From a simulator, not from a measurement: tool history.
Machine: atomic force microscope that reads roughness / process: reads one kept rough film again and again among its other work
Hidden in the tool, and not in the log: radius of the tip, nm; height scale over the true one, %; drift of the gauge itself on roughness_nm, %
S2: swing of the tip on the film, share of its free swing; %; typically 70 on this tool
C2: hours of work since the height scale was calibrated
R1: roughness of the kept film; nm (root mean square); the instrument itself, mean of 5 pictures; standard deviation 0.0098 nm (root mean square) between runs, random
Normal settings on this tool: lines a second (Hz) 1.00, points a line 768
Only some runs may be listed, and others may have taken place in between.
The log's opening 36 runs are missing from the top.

run 37 hour=522.0 | lines_a_second_(Hz)=1.00 S2=87 points_a_line=836 | pictures_with_this_tip=91 C2=90 | R1=1.927
run 38 hour=539.0 | lines_a_second_(Hz)=1.00 S2=71 points_a_line=628 | pictures_with_this_tip=108 C2=99 | R1=1.974
run 39 hour=558.7 | lines_a_second_(Hz)=0.66 S2=56 points_a_line=754 | pictures_with_this_tip=128 C2=108 | R1=2.001
run 40 hour=572.9 | lines_a_second_(Hz)=0.66 S2=56 points_a_line=754 | pictures_with_this_tip=143 C2=115 | R1=1.971
run 41 hour=581.8 | lines_a_second_(Hz)=1.00 S2=65 points_a_line=768 | pictures_with_this_tip=152 C2=119 | R1=1.903
run 42 hour=597.2 | lines_a_second_(Hz)=1.00 S2=65 points_a_line=768 | pictures_with_this_tip=167 C2=127 | R1=1.889
run 43 hour=613.1 | lines_a_second_(Hz)=1.00 S2=65 points_a_line=768 | pictures_with_this_tip=183 C2=134 | R1=1.857
-- hour=628.0 new tip fitted
run 44 hour=629.2 | lines_a_second_(Hz)=2.95 S2=71 points_a_line=560 | pictures_with_this_tip=1 C2=142 | R1=2.076
run 45 hour=646.9 | lines_a_second_(Hz)=2.95 S2=81 points_a_line=680 | pictures_with_this_tip=19 C2=150 | R1=1.914
run 46 hour=667.4 | lines_a_second_(Hz)=3.36 S2=63 points_a_line=288 | pictures_with_this_tip=40 C2=160 | R1=2.002
run 47 hour=680.2 | lines_a_second_(Hz)=1.00 S2=70 points_a_line=415 | pictures_with_this_tip=53 C2=167 | R1=2.091
run 48 hour=698.4 | lines_a_second_(Hz)=1.00 S2=70 points_a_line=415 | pictures_with_this_tip=71 C2=175 | R1=2.038
run 49 hour=716.1 | lines_a_second_(Hz)=2.07 S2=56 points_a_line=482 | pictures_with_this_tip=89 C2=184 | R1=2.029
run 50 hour=724.5 | lines_a_second_(Hz)=2.07 S2=56 points_a_line=482 | pictures_with_this_tip=97 C2=188 | R1=2.014
run 51 hour=740.8 | lines_a_second_(Hz)=2.07 S2=56 points_a_line=482 | pictures_with_this_tip=114 C2=196 | R1=1.984
run 52 hour=754.8 | lines_a_second_(Hz)=0.54 S2=70 points_a_line=319 | pictures_with_this_tip=128 C2=203 | R1=1.948
run 53 hour=764.4 | lines_a_second_(Hz)=1.62 S2=70 points_a_line=542 | pictures_with_this_tip=138 C2=207 | R1=1.907

Each row is a separate what-if for the run after 53, all from the same tool condition, not one after another. Results?
run A hour=775.3 | lines_a_second_(Hz)=0.57 S2=70 points_a_line=768 | pictures_with_this_tip=149 C2=213 | R1=?
run B hour=775.3 | lines_a_second_(Hz)=1.00 S2=86 points_a_line=353 | pictures_with_this_tip=149 C2=213 | R1=?
run C hour=775.3 | lines_a_second_(Hz)=1.62 S2=84 points_a_line=945 | pictures_with_this_tip=149 C2=213 | R1=?

run=A R1=1.949
run=B R1=1.812
run=C R1=1.778
Take away the tool's hidden state, keep each run's random variation, and the runs would have read:
run=A R1=2.276
run=B R1=2.115
run=C R1=2.077
